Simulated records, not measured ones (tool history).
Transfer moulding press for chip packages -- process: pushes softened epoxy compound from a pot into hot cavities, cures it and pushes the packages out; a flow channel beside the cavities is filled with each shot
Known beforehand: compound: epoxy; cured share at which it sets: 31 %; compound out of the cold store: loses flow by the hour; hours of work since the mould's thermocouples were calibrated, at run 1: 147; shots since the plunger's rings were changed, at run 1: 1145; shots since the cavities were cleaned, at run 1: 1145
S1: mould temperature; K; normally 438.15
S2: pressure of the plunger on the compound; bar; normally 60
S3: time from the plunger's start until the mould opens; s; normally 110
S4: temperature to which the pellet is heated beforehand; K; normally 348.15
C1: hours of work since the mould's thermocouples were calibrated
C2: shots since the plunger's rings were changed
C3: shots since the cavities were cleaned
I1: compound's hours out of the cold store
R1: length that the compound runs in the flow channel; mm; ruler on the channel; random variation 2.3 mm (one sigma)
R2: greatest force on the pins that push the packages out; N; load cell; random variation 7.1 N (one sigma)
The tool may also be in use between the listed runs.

| run | hour | S1 | S2 | S3 | S4 | C1 | C2 | C3 | I1 | R1 | R2 |
|---|---|---|---|---|---|---|---|---|---|---|---|
| 1 | 0 | 438.15 | 60 | 110 | 348.15 | 147 | 1145 | 1145 | 17.2 | 591 | 447 |
|  | 6.3 | cavities cleaned with cleaning compound and waxed |
| 2 | 16.9 | 438.15 | 60 | 110 | 348.15 | 157 | 1297 | 104 | 41.6 | 511 | 332 |
| 3 | 32.4 | 438.15 | 60 | 110 | 348.15 | 166 | 1450 | 257 | 16.8 | 590 | 382 |
| 4 | 44.6 | 438.15 | 60 | 102 | 348.15 | 174 | 1570 | 377 | 18.2 | 585 | 431 |
| 5 | 55 | 438.15 | 60 | 102 | 348.15 | 180 | 1673 | 480 | 14.5 | 595 | 469 |
| 6 | 63.6 | 438.15 | 60 | 110 | 348.15 | 186 | 1758 | 565 | 26.9 | 549 | 391 |
| 7 | 70.8 | 438.15 | 60 | 110 | 353.15 | 190 | 1829 | 636 | 17.2 | 582 | 426 |
| 8 | 85 | 438.15 | 60 | 110 | 353.15 | 199 | 1968 | 775 | 43.5 | 499 | 382 |
| 9 | 98.8 | 438.15 | 60 | 110 | 353.15 | 207 | 2104 | 911 | 30.3 | 539 | 407 |
| 10 | 106.5 | 440.15 | 60 | 110 | 348.15 | 212 | 2181 | 988 | 22.8 | 557 | 400 |
| 11 | 122.6 | 440.15 | 60 | 110 | 348.15 | 222 | 2339 | 1146 | 18.2 | 572 | 410 |
|  | 128.2 | cavities cleaned with cleaning compound and waxed |
| 12 | 139.6 | 440.15 | 60 | 110 | 348.15 | 232 | 2492 | 112 | 11.4 | 586 | 321 |
| 13 | 155.3 | 438.15 | 60 | 110 | 348.15 | 241 | 2647 | 267 | 16 | 577 | 394 |
| 14 | 163 | 438.15 | 60 | 110 | 348.15 | 246 | 2722 | 342 | 9.8 | 597 | 401 |
| 15 | 179 | 438.15 | 52.5 | 110 | 339.15 | 256 | 2881 | 501 | 31.6 | 490 | 410 |
| 16 | 188.7 | 434.15 | 62.1 | 110 | 348.15 | 262 | 2976 | 596 | 32.9 | 539 | 538 |
| 17 | 201.4 | 434.15 | 62.1 | 110 | 348.15 | 270 | 3101 | 721 | 9.4 | 623 | 594 |
| 18 | 213.4 | 441.15 | 60 | 113 | 348.15 | 277 | 3220 | 840 | 28 | 525 | 370 |
| 19 | 221.9 | 436.15 | 64 | 113 | 348.15 | 282 | 3303 | 923 | 45 | 499 | 453 |
| 20 | 231.2 | 436.15 | 64 | 113 | 348.15 | 288 | 3395 | 1015 | 15.2 | 594 | 496 |
| 21 | 239.9 | 431.15 | 57 | 141 | 338.15 | 294 | 3481 | 1101 | 19.5 | 557 | 480 |
|  | 250.8 | cavities cleaned with cleaning compound and waxed |
| 22 | 250.9 | 431.15 | 57 | 141 | 338.15 | 299 | 3575 | 1 | 20.6 | 559 | 333 |
|  | 265.5 | plunger's sealing rings changed |
| 23 | 267.2 | 438.15 | 69.9 | 110 | 340.15 | 308 | 17 | 137 | 47.1 | 546 | 341 |
| 24 | 276.2 | 440.15 | 74.2 | 110 | 340.15 | 313 | 106 | 226 | 15 | 670 | 349 |
| 25 | 288.4 | 445.15 | 74.2 | 92 | 344.15 | 321 | 226 | 346 | 45.9 | 543 | 337 |
| 26 | 298.7 | 433.15 | 72.8 | 110 | 348.15 | 327 | 327 | 447 | 14.4 | 688 | 584 |
| 27 | 313 | 444.15 | 72.8 | 145 | 341.15 | 336 | 469 | 589 | 46.4 | 543 | 314 |
| 28 | 323.1 | 444.15 | 51.3 | 142 | 354.15 | 342 | 568 | 688 | 11.5 | 553 | 308 |

Alternative continuations, all from the tool just after run 28; predict every row:
| A | 334.7 | 444.15 | 75 | 142 | 354.15 | 350 | 683 | 803 | 13.9 | ? | ? |
| B | 334.7 | 444.15 | 51.3 | 107 | 354.15 | 350 | 683 | 803 | 13.5 | ? | ? |
| C | 334.7 | 445.15 | 73.4 | 109 | 348.15 | 350 | 683 | 803 | 8.3 | ? | ? |

| run | R1 | R2 |
|---|---|---|
| A | 655 | 330 |
| B | 546 | 356 |
| C | 668 | 359 |
Take away the tool's hidden state, keep each run's random variation, and the runs would have read:
| run | R1 | R2 |
|---|---|---|
| A | 664 | 244 |
| B | 553 | 256 |
| C | 677 | 260 |
